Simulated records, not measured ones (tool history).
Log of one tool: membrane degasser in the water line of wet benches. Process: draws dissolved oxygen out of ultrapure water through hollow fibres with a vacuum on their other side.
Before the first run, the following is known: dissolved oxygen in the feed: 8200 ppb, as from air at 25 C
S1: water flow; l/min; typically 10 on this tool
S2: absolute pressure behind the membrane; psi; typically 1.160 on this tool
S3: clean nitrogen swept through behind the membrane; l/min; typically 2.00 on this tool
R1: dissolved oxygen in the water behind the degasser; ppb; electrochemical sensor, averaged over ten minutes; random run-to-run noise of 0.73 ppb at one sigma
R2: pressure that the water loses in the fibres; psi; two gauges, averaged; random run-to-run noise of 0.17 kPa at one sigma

Run 1, hour 0.0: usual settings. Result: R1 75.4 ppb, R2 4.547 psi.
Run 2, hour 144.0: usual settings but S3 1.10 l/min. Result: R1 124.0 ppb, R2 4.615 psi.
Run 3, hour 261.3: usual settings but S2 1.951 psi. Result: R1 142.2 ppb, R2 4.535 psi.
Run 4, hour 392.0: usual settings but S2 1.951 psi. Result: R1 143.5 ppb, R2 4.569 psi.
At hour 483.6: vacuum gauge calibrated.
Run 5, hour 511.4: usual settings but S2 1.951 psi. Result: R1 145.9 ppb, R2 4.567 psi.
Run 6, hour 606.5: usual settings. Result: R1 78.4 ppb, R2 4.576 psi.
Run 7, hour 759.0: usual settings but S3 1.06 l/min. Result: R1 132.6 ppb, R2 4.541 psi.
At hour 775.0: vacuum gauge calibrated, once more.
Run 8, hour 907.8: usual settings but S3 1.06 l/min. Result: R1 120.0 ppb, R2 4.598 psi.
Run 9, hour 1034.0: usual settings. Result: R1 73.1 ppb, R2 4.630 psi.
Run 10, hour 1175.5: usual settings but S2 0.819 psi. Result: R1 43.0 ppb, R2 4.582 psi.
Run 11, hour 1271.4: usual settings but S3 2.16 l/min. Result: R1 68.4 ppb, R2 4.627 psi.
Run 12, hour 1409.8: usual settings but S2 1.801 psi, S3 2.16 l/min. Result: R1 119.0 ppb, R2 4.543 psi.
Run 13, hour 1571.3: usual settings. Result: R1 74.2 ppb, R2 4.612 psi.
Run 14, hour 1689.6: usual settings. Result: R1 73.8 ppb, R2 4.618 psi.
Run 15, hour 1847.1: usual settings. Result: R1 74.6 ppb, R2 4.686 psi.
Run 16, hour 1937.0: usual settings but S3 0.80 l/min. Result: R1 158.8 ppb, R2 4.601 psi.
Run 17, hour 2092.8: usual settings but S1 13 l/min, S2 2.467 psi. Result: R1 257.1 ppb, R2 5.996 psi.
Run 18, hour 2219.0: usual settings but S1 8 l/min, S2 1.366 psi, S3 2.23 l/min. Result: R1 64.2 ppb, R2 3.667 psi.
Run 19, hour 2366.7: usual settings but S1 9 l/min, S2 1.366 psi, S3 0.85 l/min. Result: R1 171.3 ppb, R2 4.165 psi.
Run 20, hour 2478.5: usual settings but S1 13 l/min, S2 1.434 psi, S3 1.87 l/min. Result: R1 151.7 ppb, R2 6.041 psi.
Run 21, hour 2611.9: usual settings but S1 13 l/min, S2 1.434 psi, S3 1.87 l/min. Result: R1 154.2 ppb, R2 6.023 psi.
Run 22, hour 2689.3: usual settings but S1 8 l/min, S3 2.62 l/min. Result: R1 44.9 ppb, R2 3.745 psi.
Run 23, hour 2816.9: usual settings but S1 13 l/min, S2 0.859 psi, S3 1.76 l/min. Result: R1 90.2 ppb, R2 6.012 psi.
Run 24, hour 2957.7: usual settings but S2 1.965 psi. Result: R1 147.1 ppb, R2 4.644 psi.
Run 25, hour 3067.1: usual settings but S1 8 l/min, S2 1.099 psi, S3 1.35 l/min. Result: R1 75.2 ppb, R2 3.707 psi.
Run 26, hour 3147.3: usual settings but S2 1.645 psi, S3 1.21 l/min. Result: R1 183.2 ppb, R2 4.660 psi.
Run 27, hour 3243.5: usual settings but S2 1.645 psi, S3 1.21 l/min. Result: R1 186.4 ppb, R2 4.666 psi.
Run 28, hour 3406.2: usual settings but S2 1.645 psi, S3 1.21 l/min. Result: R1 182.5 ppb, R2 4.617 psi.
Run 29, hour 3567.6: usual settings but S2 1.677 psi, S3 2.37 l/min. Result: R1 108.8 ppb, R2 4.673 psi.
Run 30, hour 3680.4: usual settings but S1 8 l/min, S2 2.174 psi, S3 2.04 l/min. Result: R1 130.4 ppb, R2 3.732 psi.
Run 31, hour 3793.6: usual settings but S1 8 l/min, S2 1.433 psi, S3 1.98 l/min. Result: R1 81.7 ppb, R2 3.745 psi.
Run 32, hour 3952.3: usual settings but S1 11 l/min, S2 1.352 psi, S3 1.87 l/min. Result: R1 120.2 ppb, R2 5.153 psi.

Consider 3 possible next runs. They are alternatives, not a sequence: every one starts from the tool as it was left by run 32. What does each give?
Run A, hour 4026.2: usual settings but S2 1.352 psi, S3 1.87 l/min. Result: R1 ?, R2 ?.
Run B, hour 4026.2: usual settings but S1 13 l/min. Result: R1 ?, R2 ?.
Run C, hour 4026.2: usual settings but S1 7 l/min, S2 1.352 psi, S3 1.87 l/min. Result: R1 ?, R2 ?.

run     R1     R2
  A  104.8  4.676
  B  121.9  6.051
  C   68.4  3.278
With the hidden condition removed and each run's random variation left untouched, the same runs would have given:
run    R1     R2
  A  88.9  4.337
  B  99.6  5.610
  C  57.6  3.040

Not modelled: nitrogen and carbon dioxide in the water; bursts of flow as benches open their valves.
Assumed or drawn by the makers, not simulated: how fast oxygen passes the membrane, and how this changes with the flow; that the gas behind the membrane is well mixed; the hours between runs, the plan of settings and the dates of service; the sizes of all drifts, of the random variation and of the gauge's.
